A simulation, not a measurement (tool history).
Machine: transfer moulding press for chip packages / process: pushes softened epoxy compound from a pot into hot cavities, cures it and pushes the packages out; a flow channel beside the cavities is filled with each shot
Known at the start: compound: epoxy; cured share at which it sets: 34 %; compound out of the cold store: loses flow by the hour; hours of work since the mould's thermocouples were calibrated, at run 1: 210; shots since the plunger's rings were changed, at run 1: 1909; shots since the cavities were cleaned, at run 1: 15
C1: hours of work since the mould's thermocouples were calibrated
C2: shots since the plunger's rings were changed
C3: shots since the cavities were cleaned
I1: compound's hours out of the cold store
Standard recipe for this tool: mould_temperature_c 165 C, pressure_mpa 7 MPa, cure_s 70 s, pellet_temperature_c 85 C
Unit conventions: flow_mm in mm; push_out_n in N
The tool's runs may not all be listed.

run 1 day=0 | mould_temperature_c=165 pressure_mpa=7 cure_s=70 pellet_temperature_c=85 | C1=210 C2=1909 C3=15 | I1=33.1 | flow_mm=791 push_out_n=521
run 2 day=0.229 | mould_temperature_c=165 pressure_mpa=7 cure_s=70 pellet_temperature_c=85 | C1=214 C2=2017 C3=123 | I1=19 | flow_mm=825 push_out_n=616
run 3 day=0.438 | mould_temperature_c=165 pressure_mpa=6.09 cure_s=70 pellet_temperature_c=85 | C1=218 C2=2115 C3=221 | I1=38.5 | flow_mm=726 push_out_n=665
run 4 day=0.858 | mould_temperature_c=165 pressure_mpa=7 cure_s=70 pellet_temperature_c=85 | C1=226 C2=2313 C3=419 | I1=39.9 | flow_mm=768 push_out_n=812
run 5 day=1.321 | mould_temperature_c=165 pressure_mpa=7 cure_s=70 pellet_temperature_c=85 | C1=234 C2=2532 C3=638 | I1=32.9 | flow_mm=781 push_out_n=921
-- day=1.508 cavities cleaned with cleaning compound and waxed
run 6 day=1.717 | mould_temperature_c=165 pressure_mpa=7 cure_s=70 pellet_temperature_c=85 | C1=240 C2=2689 C3=100 | I1=43.2 | flow_mm=766 push_out_n=575
run 7 day=1.958 | mould_temperature_c=165 pressure_mpa=7 cure_s=70 pellet_temperature_c=85 | C1=245 C2=2801 C3=212 | I1=12.6 | flow_mm=838 push_out_n=693
run 8 day=2.183 | mould_temperature_c=165 pressure_mpa=7 cure_s=70 pellet_temperature_c=85 | C1=249 C2=2908 C3=319 | I1=40.6 | flow_mm=771 push_out_n=743
run 9 day=2.546 | mould_temperature_c=165 pressure_mpa=7 cure_s=70 pellet_temperature_c=85 | C1=256 C2=3079 C3=490 | I1=19.5 | flow_mm=826 push_out_n=849
-- day=3.038 cavities cleaned with cleaning compound and waxed
run 10 day=3.038 | mould_temperature_c=165 pressure_mpa=7 cure_s=70 pellet_temperature_c=85 | C1=264 C2=3281 C3=0 | I1=14.6 | flow_mm=837 push_out_n=533
run 11 day=3.229 | mould_temperature_c=165 pressure_mpa=7.46 cure_s=70 pellet_temperature_c=85 | C1=267 C2=3371 C3=90 | I1=25.3 | flow_mm=838 push_out_n=576
run 12 day=3.638 | mould_temperature_c=165 pressure_mpa=7 cure_s=70 pellet_temperature_c=85 | C1=275 C2=3564 C3=283 | I1=33.7 | flow_mm=781 push_out_n=734
run 13 day=3.879 | mould_temperature_c=165 pressure_mpa=6.2 cure_s=70 pellet_temperature_c=78 | C1=279 C2=3677 C3=396 | I1=33.6 | flow_mm=737 push_out_n=801
run 14 day=4.346 | mould_temperature_c=165 pressure_mpa=6.2 cure_s=72 pellet_temperature_c=94 | C1=288 C2=3897 C3=616 | I1=22.8 | flow_mm=758 push_out_n=815

Expected results for the next run?
-- day=4.575 cavities cleaned with cleaning compound and waxed
run 15 day=4.688 | mould_temperature_c=165 pressure_mpa=6.2 cure_s=72 pellet_temperature_c=82 | C1=293 C2=4029 C3=53 | I1=44.5 | flow_mm=? push_out_n=?

flow_mm: 707 mm
push_out_n: 513 N
With no hidden state in the tool, this same run would have given flow_mm 730 mm, push_out_n 464 N.

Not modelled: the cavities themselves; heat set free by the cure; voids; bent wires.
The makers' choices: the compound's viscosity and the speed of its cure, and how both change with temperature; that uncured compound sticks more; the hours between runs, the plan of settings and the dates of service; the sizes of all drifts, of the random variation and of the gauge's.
